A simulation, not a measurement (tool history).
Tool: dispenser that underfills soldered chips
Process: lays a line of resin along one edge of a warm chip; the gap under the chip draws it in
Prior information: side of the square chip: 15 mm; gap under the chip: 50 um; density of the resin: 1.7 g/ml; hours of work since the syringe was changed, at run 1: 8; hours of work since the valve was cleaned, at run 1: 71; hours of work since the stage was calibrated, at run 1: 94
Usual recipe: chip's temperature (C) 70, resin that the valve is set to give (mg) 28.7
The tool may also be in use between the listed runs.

run	hour	chip's temperature (C)	resin that the valve is set to give (mg)	hours of work since the syringe was changed	hours of work since the valve was cleaned	hours of work since the stage was calibrated	time until the resin shows at the far edge (s)	resin that the valve gave (mg)
1	0.0	70	28.7	8	71	94	717.6	27.51
2	3.5	70	28.7	10	74	96	868.9	27.46
# hour 4.8: new syringe of resin
3	9.0	70	28.7	3	78	100	491.3	27.35
4	13.1	70	28.7	6	81	103	610.5	27.28
5	17.5	70	28.7	9	84	106	782.3	27.37
# hour 20.6: new syringe of resin
6	21.7	70	28.7	1	87	109	421.5	27.07
7	25.5	84	28.7	4	89	112	340.0	27.37
8	29.9	84	28.7	7	92	115	440.2	27.13
9	33.3	84	28.7	9	95	117	538.6	26.84
# hour 36.4: new syringe of resin
10	38.8	70	29.2	2	98	121	449.4	27.52
11	42.8	70	28.7	5	101	124	567.5	26.90
12	46.0	73	28.7	7	104	126	612.9	26.90
13	50.0	73	28.7	10	107	129	778.3	26.94
# hour 52.5: new syringe of resin
14	55.7	68	28.7	2	110	133	499.8	26.78
15	61.0	68	28.7	6	114	137	674.1	26.88
16	65.1	68	28.7	9	117	140	866.4	26.81
# hour 68.3: new syringe of resin
17	71.5	68	31.3	2	121	144	485.8	28.76
18	74.5	68	31.3	4	124	146	593.8	28.91
19	79.9	71	28.9	8	127	150	724.2	26.75
# hour 84.2: new syringe of resin
20	84.3	71	28.9	0	130	153	371.0	26.44
21	89.5	71	28.9	4	134	157	497.8	26.58
22	95.5	80	27.1	8	138	161	555.0	25.00
# hour 100.3: new syringe of resin
# hour 101.9: dispensing valve cleaned and set on the balance
23	103.0	80	29.2	1	1	165	312.6	29.01
24	105.6	80	29.2	3	3	167	363.8	29.10
25	111.2	70	32.5	7	7	171	683.2	32.45
26	114.4	73	30.6	9	9	173	746.7	30.15
# hour 117.1: new syringe of resin
27	120.7	76	26.1	3	13	178	392.3	25.83
28	124.6	72	30.2	5	16	181	547.0	29.70
29	130.0	67	26.3	9	20	184	909.6	25.98
# hour 133.3: new syringe of resin
30	133.8	63	33.7	0	22	187	494.1	33.00
31	136.5	63	33.7	2	24	189	586.5	33.02
32	139.3	80	27.8	4	26	191	408.6	26.98
33	143.7	80	28.7	7	29	194	509.9	28.14
# hour 149.0: new syringe of resin
34	149.5	70	33.2	0	33	198	392.6	32.61
35	155.5	70	33.2	5	38	202	552.6	32.59

Alternative continuations, all from the tool just after run 35; predict every row:
A	158.7	63	31.7	7	40	204	?	?
B	158.7	70	36.8	7	40	204	?	?
C	158.7	70	31.0	7	40	204	?	?

run	time until the resin shows at the far edge (s)	resin that the valve gave (mg)
A	845.4	30.93
B	668.5	35.53
C	661.1	30.35
Without the tool's hidden state the same runs would have given:
run	time until the resin shows at the far edge (s)	resin that the valve gave (mg)
A	490.9	31.74
B	388.3	36.46
C	383.5	31.15
